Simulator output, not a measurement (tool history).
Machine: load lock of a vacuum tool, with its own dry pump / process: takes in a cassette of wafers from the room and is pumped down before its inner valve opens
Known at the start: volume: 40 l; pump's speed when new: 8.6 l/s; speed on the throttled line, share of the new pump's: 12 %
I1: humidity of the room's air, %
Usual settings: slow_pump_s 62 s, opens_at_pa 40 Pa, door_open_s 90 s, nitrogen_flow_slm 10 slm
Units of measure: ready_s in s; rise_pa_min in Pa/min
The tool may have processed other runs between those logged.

{"run": 1, "hour": 0.0, "slow_pump_s": 62, "opens_at_pa": 40, "door_open_s": 90, "nitrogen_flow_slm": 10, "I1": 45.7, "ready_s": 98.6, "rise_pa_min": 0.063}
{"run": 2, "hour": 114.0, "slow_pump_s": 62, "opens_at_pa": 40, "door_open_s": 90, "nitrogen_flow_slm": 10, "I1": 49.7, "ready_s": 97.7, "rise_pa_min": 0.057}
{"run": 3, "hour": 207.3, "slow_pump_s": 62, "opens_at_pa": 40, "door_open_s": 90, "nitrogen_flow_slm": 10, "I1": 44.9, "ready_s": 97, "rise_pa_min": 0.056}
{"run": 4, "hour": 322.1, "slow_pump_s": 62, "opens_at_pa": 40, "door_open_s": 90, "nitrogen_flow_slm": 10, "I1": 45.1, "ready_s": 98.2, "rise_pa_min": 0.056}
{"run": 5, "hour": 422.3, "slow_pump_s": 62, "opens_at_pa": 40, "door_open_s": 90, "nitrogen_flow_slm": 10, "I1": 41.5, "ready_s": 98.1, "rise_pa_min": 0.059}
{"run": 6, "hour": 553.1, "slow_pump_s": 62, "opens_at_pa": 40, "door_open_s": 90, "nitrogen_flow_slm": 10, "I1": 48.6, "ready_s": 98.4, "rise_pa_min": 0.067}
{"run": 7, "hour": 611.0, "slow_pump_s": 62, "opens_at_pa": 40, "door_open_s": 90, "nitrogen_flow_slm": 9, "I1": 43.7, "ready_s": 98.5, "rise_pa_min": 0.068}
{"run": 8, "hour": 667.9, "slow_pump_s": 62, "opens_at_pa": 40, "door_open_s": 90, "nitrogen_flow_slm": 10, "I1": 45.8, "ready_s": 98.3, "rise_pa_min": 0.074}
{"run": 9, "hour": 732.2, "slow_pump_s": 62, "opens_at_pa": 40, "door_open_s": 90, "nitrogen_flow_slm": 10, "I1": 46.6, "ready_s": 98.1, "rise_pa_min": 0.066}
{"run": 10, "hour": 794.6, "slow_pump_s": 62, "opens_at_pa": 40, "door_open_s": 90, "nitrogen_flow_slm": 10, "I1": 43.7, "ready_s": 98, "rise_pa_min": 0.066}
{"run": 11, "hour": 927.6, "slow_pump_s": 62, "opens_at_pa": 40, "door_open_s": 142, "nitrogen_flow_slm": 35, "I1": 45.2, "ready_s": 98.4, "rise_pa_min": 0.048}
{"run": 12, "hour": 986.1, "slow_pump_s": 62, "opens_at_pa": 40, "door_open_s": 142, "nitrogen_flow_slm": 35, "I1": 44.7, "ready_s": 97.5, "rise_pa_min": 0.05}
{"run": 13, "hour": 1043.1, "slow_pump_s": 62, "opens_at_pa": 40, "door_open_s": 142, "nitrogen_flow_slm": 35, "I1": 46.8, "ready_s": 98.8, "rise_pa_min": 0.047}
{"run": 14, "hour": 1160.2, "slow_pump_s": 62, "opens_at_pa": 40, "door_open_s": 142, "nitrogen_flow_slm": 35, "I1": 48.3, "ready_s": 98, "rise_pa_min": 0.049}
{"run": 15, "hour": 1245.6, "slow_pump_s": 62, "opens_at_pa": 40, "door_open_s": 124, "nitrogen_flow_slm": 10, "I1": 44.2, "ready_s": 99.5, "rise_pa_min": 0.076}
{"run": 16, "hour": 1318.9, "slow_pump_s": 42, "opens_at_pa": 40, "door_open_s": 192, "nitrogen_flow_slm": 10, "I1": 46.6, "ready_s": 81.8, "rise_pa_min": 0.086}

Branching from run 16: 5 alternative next runs. What would each branch give?
{"run": "A", "hour": 1455.2, "slow_pump_s": 62, "opens_at_pa": 40, "door_open_s": 90, "nitrogen_flow_slm": 9, "I1": 42.3, "ready_s": "?", "rise_pa_min": "?"}
{"run": "B", "hour": 1455.2, "slow_pump_s": 46, "opens_at_pa": 64, "door_open_s": 90, "nitrogen_flow_slm": 10, "I1": 43.6, "ready_s": "?", "rise_pa_min": "?"}
{"run": "C", "hour": 1455.2, "slow_pump_s": 62, "opens_at_pa": 52, "door_open_s": 211, "nitrogen_flow_slm": 37, "I1": 41, "ready_s": "?", "rise_pa_min": "?"}
{"run": "D", "hour": 1455.2, "slow_pump_s": 50, "opens_at_pa": 79, "door_open_s": 90, "nitrogen_flow_slm": 21, "I1": 44.1, "ready_s": "?", "rise_pa_min": "?"}
{"run": "E", "hour": 1455.2, "slow_pump_s": 118, "opens_at_pa": 40, "door_open_s": 26, "nitrogen_flow_slm": 11, "I1": 46.4, "ready_s": "?", "rise_pa_min": "?"}

run=A ready_s=98.5 rise_pa_min=0.069
run=B ready_s=82.7 rise_pa_min=0.072
run=C ready_s=97.7 rise_pa_min=0.048
run=D ready_s=84.8 rise_pa_min=0.049
run=E ready_s=146.2 rise_pa_min=0.05
Without the tool's hidden state the same runs would have given:
run=A ready_s=90.9 rise_pa_min=0.038
run=B ready_s=75.1 rise_pa_min=0.041
run=C ready_s=90.4 rise_pa_min=0.017
run=D ready_s=77.6 rise_pa_min=0.018
run=E ready_s=140.2 rise_pa_min=0.02

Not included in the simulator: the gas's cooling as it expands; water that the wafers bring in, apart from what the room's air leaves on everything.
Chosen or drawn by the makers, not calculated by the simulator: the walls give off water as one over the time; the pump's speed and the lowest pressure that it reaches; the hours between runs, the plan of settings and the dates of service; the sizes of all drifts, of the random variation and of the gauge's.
